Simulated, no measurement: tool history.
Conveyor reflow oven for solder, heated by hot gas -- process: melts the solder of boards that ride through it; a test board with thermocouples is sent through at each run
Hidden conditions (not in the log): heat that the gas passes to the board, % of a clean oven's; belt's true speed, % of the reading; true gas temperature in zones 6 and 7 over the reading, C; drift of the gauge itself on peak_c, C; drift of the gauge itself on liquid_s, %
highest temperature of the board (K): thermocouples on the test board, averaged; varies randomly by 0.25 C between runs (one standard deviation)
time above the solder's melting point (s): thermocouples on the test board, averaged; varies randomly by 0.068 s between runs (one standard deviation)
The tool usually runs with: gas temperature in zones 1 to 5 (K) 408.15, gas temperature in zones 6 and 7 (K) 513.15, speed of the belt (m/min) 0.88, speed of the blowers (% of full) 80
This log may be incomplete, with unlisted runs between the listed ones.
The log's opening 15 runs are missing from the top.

| run | hour | gas temperature in zones 1 to 5 (K) | gas temperature in zones 6 and 7 (K) | speed of the belt (m/min) | speed of the blowers (% of full) | hours of work since the flux was cleaned out | hours of work since the belt drive was overhauled | hours of work since the thermocouples were changed | highest temperature of the board (K) | time above the solder's melting point (s) |
|---|---|---|---|---|---|---|---|---|---|---|
| 16 | 112.2 | 400.15 | 513.15 | 0.88 | 80 | 445 | 329 | 473 | 495.35 | 41.51 |
|  | 122 | flux residue cleaned out of gas plates and filters |
| 17 | 127.3 | 406.15 | 501.15 | 0.831 | 80 | 3 | 335 | 479 | 488.85 | 42.77 |
| 18 | 138.2 | 408.15 | 513.15 | 0.954 | 89 | 10 | 342 | 486 | 497.85 | 41.06 |
| 19 | 144.8 | 408.15 | 513.15 | 0.954 | 89 | 15 | 346 | 490 | 497.55 | 41.04 |
| 20 | 151 | 408.15 | 513.15 | 0.954 | 89 | 19 | 350 | 494 | 497.45 | 41.04 |
| 21 | 159.3 | 410.15 | 522.15 | 0.954 | 89 | 24 | 356 | 500 | 506.35 | 44.42 |
|  | 164.3 | belt drive overhauled, speed set with a stopwatch |
| 22 | 171.4 | 395.15 | 507.15 | 0.746 | 80 | 29 | 5 | 505 | 496.25 | 49.84 |
| 23 | 178.7 | 421.15 | 513.15 | 0.71 | 82 | 34 | 9 | 509 | 505.15 | 63.2 |
| 24 | 184.6 | 421.15 | 513.15 | 0.71 | 82 | 37 | 13 | 513 | 505.35 | 63.11 |
| 25 | 190.8 | 408.15 | 504.15 | 0.944 | 80 | 42 | 17 | 517 | 488.45 | 37.15 |

Estimate the outcome of run 26 from the log above:
| 26 | 199 | 420.15 | 507.15 | 0.773 | 69 | 47 | 22 | 522 | ? | ? |

{"run 26": {"highest temperature of the board (K)": 495.75, "time above the solder's melting point (s)": 53.84}}
With no hidden state in the tool, this same run would have given highest temperature of the board (K) 497.05, time above the solder's melting point (s) 53.8.
